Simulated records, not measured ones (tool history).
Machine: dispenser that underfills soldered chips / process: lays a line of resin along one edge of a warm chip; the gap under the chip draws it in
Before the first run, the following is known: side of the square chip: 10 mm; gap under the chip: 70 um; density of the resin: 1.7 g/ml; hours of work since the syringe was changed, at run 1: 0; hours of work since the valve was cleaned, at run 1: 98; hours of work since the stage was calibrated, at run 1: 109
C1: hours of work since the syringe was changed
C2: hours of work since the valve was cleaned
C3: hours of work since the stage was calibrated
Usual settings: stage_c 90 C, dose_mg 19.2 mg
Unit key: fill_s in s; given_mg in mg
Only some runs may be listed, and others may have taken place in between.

run 1 hour=0.0 | stage_c=90 dose_mg=19.2 | C1=0 C2=98 C3=109 | fill_s=119.4 given_mg=17.58
-- hour=7.8 new syringe of resin
run 2 hour=9.1 | stage_c=90 dose_mg=22.9 | C1=1 C2=104 C3=115 | fill_s=113.9 given_mg=20.72
-- hour=16.6 new syringe of resin
run 3 hour=18.1 | stage_c=90 dose_mg=22.9 | C1=1 C2=109 C3=120 | fill_s=115.9 given_mg=20.68
-- hour=24.9 new syringe of resin
run 4 hour=25.9 | stage_c=90 dose_mg=22.9 | C1=1 C2=114 C3=125 | fill_s=116.5 given_mg=20.37
-- hour=33.0 new syringe of resin
run 5 hour=35.0 | stage_c=90 dose_mg=22.9 | C1=1 C2=120 C3=131 | fill_s=117.0 given_mg=20.39
-- hour=41.6 new syringe of resin
-- hour=46.7 dispensing valve cleaned and set on the balance
run 6 hour=50.2 | stage_c=90 dose_mg=19.4 | C1=5 C2=2 C3=141 | fill_s=135.8 given_mg=19.45
-- hour=51.5 new syringe of resin
-- hour=59.7 new syringe of resin
run 7 hour=61.8 | stage_c=90 dose_mg=19.4 | C1=1 C2=10 C3=148 | fill_s=116.9 given_mg=19.14
-- hour=68.7 new syringe of resin
run 8 hour=70.3 | stage_c=90 dose_mg=23.4 | C1=1 C2=15 C3=153 | fill_s=114.9 given_mg=23.12
-- hour=77.2 new syringe of resin
run 9 hour=79.9 | stage_c=90 dose_mg=23.4 | C1=2 C2=21 C3=160 | fill_s=115.9 given_mg=22.98
-- hour=85.9 new syringe of resin
run 10 hour=90.7 | stage_c=90 dose_mg=18.0 | C1=3 C2=28 C3=167 | fill_s=126.8 given_mg=17.44
-- hour=94.0 new syringe of resin
-- hour=102.3 new syringe of resin
run 11 hour=104.7 | stage_c=95 dose_mg=19.2 | C1=2 C2=37 C3=176 | fill_s=91.8 given_mg=18.42
-- hour=110.8 new syringe of resin
run 12 hour=115.7 | stage_c=90 dose_mg=19.2 | C1=3 C2=44 C3=183 | fill_s=126.4 given_mg=18.45
-- hour=119.3 new syringe of resin
-- hour=128.2 new syringe of resin
run 13 hour=128.8 | stage_c=90 dose_mg=19.2 | C1=0 C2=53 C3=191 | fill_s=111.1 given_mg=18.37
run 14 hour=134.8 | stage_c=90 dose_mg=19.2 | C1=4 C2=57 C3=195 | fill_s=129.5 given_mg=18.10
-- hour=137.0 new syringe of resin
-- hour=145.4 new syringe of resin
run 15 hour=147.1 | stage_c=90 dose_mg=19.2 | C1=1 C2=65 C3=203 | fill_s=114.7 given_mg=18.14
-- hour=153.8 new syringe of resin
run 16 hour=155.5 | stage_c=90 dose_mg=18.6 | C1=1 C2=70 C3=208 | fill_s=112.4 given_mg=17.35
-- hour=162.2 new syringe of resin
run 17 hour=165.0 | stage_c=90 dose_mg=19.2 | C1=2 C2=76 C3=214 | fill_s=117.0 given_mg=17.94
-- hour=171.0 new syringe of resin
run 18 hour=171.0 | stage_c=92 dose_mg=23.8 | C1=0 C2=80 C3=218 | fill_s=96.6 given_mg=22.03
-- hour=179.0 new syringe of resin
run 19 hour=183.7 | stage_c=92 dose_mg=23.8 | C1=3 C2=88 C3=226 | fill_s=106.9 given_mg=21.81
-- hour=187.6 new syringe of resin
-- hour=196.0 new syringe of resin
run 20 hour=198.1 | stage_c=80 dose_mg=17.1 | C1=1 C2=97 C3=236 | fill_s=197.4 given_mg=15.67
-- hour=204.6 new syringe of resin
run 21 hour=208.5 | stage_c=92 dose_mg=23.1 | C1=3 C2=104 C3=242 | fill_s=108.7 given_mg=20.99
-- hour=213.0 new syringe of resin
run 22 hour=220.2 | stage_c=92 dose_mg=17.9 | C1=5 C2=112 C3=250 | fill_s=118.9 given_mg=16.32
-- hour=221.4 new syringe of resin
-- hour=229.9 new syringe of resin
run 23 hour=231.7 | stage_c=92 dose_mg=17.9 | C1=1 C2=119 C3=257 | fill_s=106.9 given_mg=16.16
-- hour=238.7 new syringe of resin
-- hour=245.8 dispensing valve cleaned and set on the balance
run 24 hour=246.2 | stage_c=77 dose_mg=21.1 | C1=4 C2=0 C3=266 | fill_s=244.5 given_mg=21.09
-- hour=248.3 new syringe of resin
-- hour=257.1 new syringe of resin
run 25 hour=259.9 | stage_c=87 dose_mg=24.9 | C1=2 C2=9 C3=275 | fill_s=132.4 given_mg=24.63
-- hour=266.2 new syringe of resin
run 26 hour=267.7 | stage_c=85 dose_mg=18.3 | C1=1 C2=14 C3=280 | fill_s=146.8 given_mg=18.19
-- hour=275.1 new syringe of resin
run 27 hour=280.4 | stage_c=99 dose_mg=18.9 | C1=4 C2=22 C3=288 | fill_s=80.3 given_mg=18.52
-- hour=283.9 new syringe of resin
run 28 hour=291.3 | stage_c=89 dose_mg=19.2 | C1=5 C2=29 C3=295 | fill_s=133.2 given_mg=18.79
-- hour=292.7 new syringe of resin
run 29 hour=300.3 | stage_c=89 dose_mg=19.2 | C1=5 C2=35 C3=301 | fill_s=134.7 given_mg=18.59
-- hour=301.8 new syringe of resin
-- hour=310.8 new syringe of resin
run 30 hour=311.6 | stage_c=79 dose_mg=21.4 | C1=1 C2=42 C3=308 | fill_s=186.4 given_mg=20.59
-- hour=319.7 new syringe of resin
run 31 hour=320.0 | stage_c=79 dose_mg=21.4 | C1=0 C2=48 C3=313 | fill_s=182.3 given_mg=20.54
-- hour=328.3 new syringe of resin
run 32 hour=331.5 | stage_c=79 dose_mg=21.4 | C1=2 C2=55 C3=321 | fill_s=202.6 given_mg=20.46
-- hour=336.6 new syringe of resin
run 33 hour=342.7 | stage_c=79 dose_mg=21.4 | C1=4 C2=62 C3=328 | fill_s=210.0 given_mg=20.20
-- hour=345.3 new syringe of resin
-- hour=353.8 new syringe of resin
run 34 hour=354.3 | stage_c=75 dose_mg=16.4 | C1=0 C2=70 C3=335 | fill_s=238.5 given_mg=15.48

Some steps in fill_s, run to run, broken into two amounts with sign: the step expected even without the hidden condition (settings, incoming material, random variation), and the rest, left for the hidden condition together with whatever gauge scatter is not in both the measured and the hidden-condition-free result:
The tool's hidden condition here consists of: resin's viscosity, % of fresh resin's; dose that the valve gives, % of what is set; true chip temperature over the reading, C; drift of the gauge itself on fill_s, %; drift of the gauge itself on given_mg, %.
Run 19 -> 20: stage_c 92 -> 80, dose_mg 23.8 -> 17.1, new syringe of resin, new syringe of resin. fill_s +90.5 s: hidden state -6.2, all else +96.7.
Run 23 -> 24: stage_c 92 -> 77, dose_mg 17.9 -> 21.1, new syringe of resin, dispensing valve cleaned and set on the balance. fill_s +137.6 s: hidden state +17.4, all else +120.2.
Run 24 -> 25: stage_c 77 -> 87, dose_mg 21.1 -> 24.9, new syringe of resin, new syringe of resin. fill_s -112.1 s: hidden state -17.8, all else -94.3.
Run 29 -> 30: stage_c 89 -> 79, dose_mg 19.2 -> 21.4, new syringe of resin, new syringe of resin. fill_s +51.7 s: hidden state -32.6, all else +84.3.
Run 31 -> 32: new syringe of resin. fill_s +20.3 s: hidden state +19.7, all else +0.6.
Run 33 -> 34: stage_c 79 -> 75, dose_mg 21.4 -> 16.4, new syringe of resin, new syringe of resin. fill_s +28.5 s: hidden state -29.6, all else +58.1.
